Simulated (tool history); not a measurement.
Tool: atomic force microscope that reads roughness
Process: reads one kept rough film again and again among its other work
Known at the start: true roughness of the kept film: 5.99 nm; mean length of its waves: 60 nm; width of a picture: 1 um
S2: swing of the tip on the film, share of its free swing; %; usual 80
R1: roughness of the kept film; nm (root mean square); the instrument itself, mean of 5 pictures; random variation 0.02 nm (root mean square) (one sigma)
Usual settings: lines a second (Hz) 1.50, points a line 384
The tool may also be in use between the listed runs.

Run 1, hour 0.0: usual settings. Result: R1 4.830 nm (root mean square).
Run 2, hour 24.9: usual settings. Result: R1 4.802 nm (root mean square).
Run 3, hour 49.7: usual settings. Result: R1 4.762 nm (root mean square).
Run 4, hour 68.2: usual settings. Result: R1 4.756 nm (root mean square).
Run 5, hour 84.6: usual settings. Result: R1 4.784 nm (root mean square).
At hour 101.2: new tip fitted.
Run 6, hour 105.7: usual settings. Result: R1 4.813 nm (root mean square).
Run 7, hour 117.5: usual settings. Result: R1 4.802 nm (root mean square).
Run 8, hour 132.6: usual settings but lines a second (Hz) 1.02. Result: R1 5.073 nm (root mean square).
Run 9, hour 145.9: usual settings but lines a second (Hz) 1.02. Result: R1 5.007 nm (root mean square).
Run 10, hour 166.8: usual settings but lines a second (Hz) 0.75, S2 82 %, points a line 395. Result: R1 5.086 nm (root mean square).
Run 11, hour 187.6: usual settings but lines a second (Hz) 0.75, S2 82 %, points a line 395. Result: R1 5.093 nm (root mean square).
Run 12, hour 202.4: usual settings but lines a second (Hz) 2.06, S2 82 %, points a line 549. Result: R1 4.479 nm (root mean square).
Run 13, hour 214.7: usual settings but S2 58 %, points a line 659. Result: R1 5.338 nm (root mean square).
Run 14, hour 239.0: usual settings but points a line 347. Result: R1 4.758 nm (root mean square).
Run 15, hour 255.7: usual settings but lines a second (Hz) 2.11, S2 70 %, points a line 802. Result: R1 4.916 nm (root mean square).
Run 16, hour 272.0: usual settings but lines a second (Hz) 1.41, S2 82 %, points a line 306. Result: R1 4.729 nm (root mean square).
At hour 286.6: new tip fitted.
Run 17, hour 289.0: usual settings but S2 72 %, points a line 394. Result: R1 5.043 nm (root mean square).
Run 18, hour 300.7: usual settings but lines a second (Hz) 2.01. Result: R1 4.577 nm (root mean square).

Forecast each of these 3 alternatives for the next run:
Run A, hour 311.9: usual settings but lines a second (Hz) 2.52, S2 79 %, points a line 369. Result: R1 ?.
Run B, hour 311.9: usual settings but lines a second (Hz) 1.81, S2 65 %, points a line 287. Result: R1 ?.
Run C, hour 311.9: usual settings but lines a second (Hz) 2.01, S2 89 %, points a line 279. Result: R1 ?.

run     R1
  A  4.446
  B  5.125
  C  4.151
Without the tool's hidden state the same runs would have given:
run     R1
  A  4.448
  B  5.127
  C  4.153

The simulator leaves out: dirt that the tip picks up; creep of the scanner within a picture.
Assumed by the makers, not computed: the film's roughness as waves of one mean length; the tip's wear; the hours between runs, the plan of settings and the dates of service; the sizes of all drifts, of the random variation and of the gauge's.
